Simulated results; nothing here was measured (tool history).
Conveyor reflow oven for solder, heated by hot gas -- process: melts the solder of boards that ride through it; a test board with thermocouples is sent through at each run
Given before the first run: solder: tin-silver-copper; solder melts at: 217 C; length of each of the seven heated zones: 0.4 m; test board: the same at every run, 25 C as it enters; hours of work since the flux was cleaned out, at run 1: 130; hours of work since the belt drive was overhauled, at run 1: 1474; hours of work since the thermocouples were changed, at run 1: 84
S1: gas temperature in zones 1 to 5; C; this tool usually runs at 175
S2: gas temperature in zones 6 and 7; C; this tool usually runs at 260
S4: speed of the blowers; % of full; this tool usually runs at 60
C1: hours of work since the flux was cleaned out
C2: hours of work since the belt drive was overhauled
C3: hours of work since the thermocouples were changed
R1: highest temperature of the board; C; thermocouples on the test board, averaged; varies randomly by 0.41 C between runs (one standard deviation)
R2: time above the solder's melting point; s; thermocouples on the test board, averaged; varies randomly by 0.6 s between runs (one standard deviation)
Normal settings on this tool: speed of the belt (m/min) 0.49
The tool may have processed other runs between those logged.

Run 1, day 0: usual settings; C1 130; C2 1474; C3 84. Result: R1 241.7 C, R2 60.7 s.
At day 0.438: belt drive overhauled, speed set with a stopwatch.
Run 2, day 2.712: usual settings; C1 170; C2 36; C3 124. Result: R1 240.7 C, R2 57.9 s.
At day 4.162: flux residue cleaned out of gas plates and filters.
Run 3, day 4.867: usual settings but S1 165 C; C1 11; C2 66; C3 154. Result: R1 239.2 C, R2 52 s.
Run 4, day 8.417: usual settings but S1 165 C; C1 66; C2 121; C3 209. Result: R1 238.3 C, R2 51.5 s.
Run 5, day 12.433: usual settings but S1 165 C; C1 129; C2 184; C3 272. Result: R1 237.9 C, R2 50.5 s.
Run 6, day 15.817: usual settings; C1 182; C2 237; C3 325. Result: R1 239.3 C, R2 57 s.
At day 16.325: flux residue cleaned out of gas plates and filters.
Run 7, day 18.354: usual settings but speed of the belt (m/min) 0.42; C1 32; C2 273; C3 361. Result: R1 245.2 C, R2 77.8 s.
Run 8, day 20.821: usual settings but speed of the belt (m/min) 0.417, S4 76 % of full; C1 70; C2 312; C3 400. Result: R1 247.1 C, R2 83 s.
Run 9, day 23.683: usual settings but speed of the belt (m/min) 0.417, S4 76 % of full; C1 115; C2 357; C3 445. Result: R1 247 C, R2 83.7 s.
Run 10, day 27.612: usual settings but S1 170 C, speed of the belt (m/min) 0.434, S4 76 % of full; C1 176; C2 418; C3 506. Result: R1 245 C, R2 74 s.
At day 28.804: flux residue cleaned out of gas plates and filters.
Run 11, day 31.338: usual settings but S1 170 C, speed of the belt (m/min) 0.434, S4 76 % of full; C1 40; C2 473; C3 561. Result: R1 245.4 C, R2 74.6 s.
Run 12, day 34.058: usual settings but S1 170 C, speed of the belt (m/min) 0.434, S4 76 % of full; C1 82; C2 515; C3 603. Result: R1 245.1 C, R2 74.8 s.
Run 13, day 36.55: usual settings but S1 169 C; C1 121; C2 554; C3 642. Result: R1 237.9 C, R2 52.2 s.
Run 14, day 39.571: usual settings but S1 165 C, S2 271 C, speed of the belt (m/min) 0.562, S4 69 % of full; C1 168; C2 601; C3 689. Result: R1 241.7 C, R2 49.4 s.

Predict each of these 5 candidate next runs independently; none follows another, all start after run 14:
At day 41.079: flux residue cleaned out of gas plates and filters.
Run A, day 42.542: usual settings but S1 178 C, S4 50 % of full; C1 23; C2 645; C3 733. Result: R1 ?, R2 ?.
At day 41.079: flux residue cleaned out of gas plates and filters.
Run B, day 42.542: usual settings but S2 274 C, S4 65 % of full; C1 23; C2 645; C3 733. Result: R1 ?, R2 ?.
At day 41.079: flux residue cleaned out of gas plates and filters.
Run C, day 42.542: usual settings but S1 171 C, S2 259 C, speed of the belt (m/min) 0.562, S4 69 % of full; C1 23; C2 645; C3 733. Result: R1 ?, R2 ?.
At day 41.079: flux residue cleaned out of gas plates and filters.
Run D, day 42.542: usual settings but S1 165 C; C1 23; C2 645; C3 733. Result: R1 ?, R2 ?.
At day 41.079: flux residue cleaned out of gas plates and filters.
Run E, day 42.542: usual settings but S1 165 C, S2 271 C, speed of the belt (m/min) 0.416, S4 52 % of full; C1 23; C2 645; C3 733. Result: R1 ?, R2 ?.

run     R1    R2
  A  237.7    56
  B  252.5    74
  C  234.9    43
  D  237.4    51
  E  250.4  80.8
Stripped of hidden state, with their random variation kept, the same runs would have yielded:
run     R1    R2
  A  239.6    58
  B  254.6    75
  C  236.9  45.2
  D  239.5  53.2
  E  252.5  82.1
